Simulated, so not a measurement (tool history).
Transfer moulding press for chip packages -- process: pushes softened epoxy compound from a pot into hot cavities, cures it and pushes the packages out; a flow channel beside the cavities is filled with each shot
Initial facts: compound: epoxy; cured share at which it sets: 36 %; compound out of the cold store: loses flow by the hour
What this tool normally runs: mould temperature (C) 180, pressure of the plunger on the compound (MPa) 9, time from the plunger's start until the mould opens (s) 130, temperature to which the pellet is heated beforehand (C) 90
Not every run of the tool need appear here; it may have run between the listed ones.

run,hour,mould temperature (C),pressure of the plunger on the compound (MPa),time from the plunger's start until the mould opens (s),temperature to which the pellet is heated beforehand (C),incoming compound's hours out of the cold store,length that the compound runs in the flow channel (mm),greatest force on the pins that push the packages out (N)
1,0,180,9,130,90,42.4,778,365
2,34.3,180,9,130,90,27.2,855,506
3,64.8,180,9,130,90,41.4,786,570
# hour 90.2: cavities cleaned with cleaning compound and waxed
4,93.1,180,9,130,99,36.9,808,298
5,134.6,180,9,130,99,35.1,807,485
6,168,180,9.27,130,99,17.4,897,589
# hour 195.9: cavities cleaned with cleaning compound and waxed
7,206.8,180,9,130,90,15,901,369
8,255.3,180,9,130,90,25.3,836,550
9,284.1,180,9,130,90,19.2,863,588
# hour 301.2: cavities cleaned with cleaning compound and waxed
10,331.7,180,9,130,90,37.2,778,437
11,380.6,180,9,130,90,30.5,794,565
# hour 408.6: cavities cleaned with cleaning compound and waxed
12,417.7,178,9,130,90,8.2,913,405
13,449.2,178,9,130,90,22.8,834,516
14,495.8,178,9,130,90,42.3,747,592
# hour 514.4: cavities cleaned with cleaning compound and waxed
# hour 533.2: mould's thermocouples calibrated
15,536.9,178,9,116,90,19.5,845,602
16,572.1,178,9,116,90,29.2,794,744
17,592.7,184,9.25,130,90,39.7,737,498
# hour 623.3: cavities cleaned with cleaning compound and waxed
18,641.3,180,9,157,81,41,737,335
19,674.4,183,7.4,128,100,46.6,630,449
# hour 694.6: plunger's sealing rings changed
20,721.5,183,7.4,128,100,37.6,728,537
# hour 732.4: cavities cleaned with cleaning compound and waxed
21,750.1,183,7.4,128,100,17.7,803,357
22,792.2,180,9.69,130,90,20.7,917,538
23,812.4,178,9.69,130,90,12.5,962,690
# hour 839.9: cavities cleaned with cleaning compound and waxed
24,839.9,178,9.41,119,89,33.9,835,355
25,886.8,178,9.41,119,89,19.2,903,672
26,923.8,178,9.41,119,89,29.5,853,754
# hour 948.7: cavities cleaned with cleaning compound and waxed
27,966.3,181,7.55,134,96,21,782,382
28,1004.8,181,7.55,134,96,17.5,792,487

Here are 3 independent what-if runs from the current tool condition. What would each one return?
# hour 1054.3: cavities cleaned with cleaning compound and waxed
A,1055.3,187,9.52,113,96,23.7,?,?
# hour 1054.3: cavities cleaned with cleaning compound and waxed
B,1055.3,180,10.92,130,90,36.5,?,?
# hour 1054.3: cavities cleaned with cleaning compound and waxed
C,1055.3,175,7.55,129,96,14,?,?

run,length that the compound runs in the flow channel (mm),greatest force on the pins that push the packages out (N)
A,841,267
B,861,303
C,828,421
With no hidden state in the tool, these same runs would have given:
run,length that the compound runs in the flow channel (mm),greatest force on the pins that push the packages out (N)
A,881,257
B,902,293
C,868,411
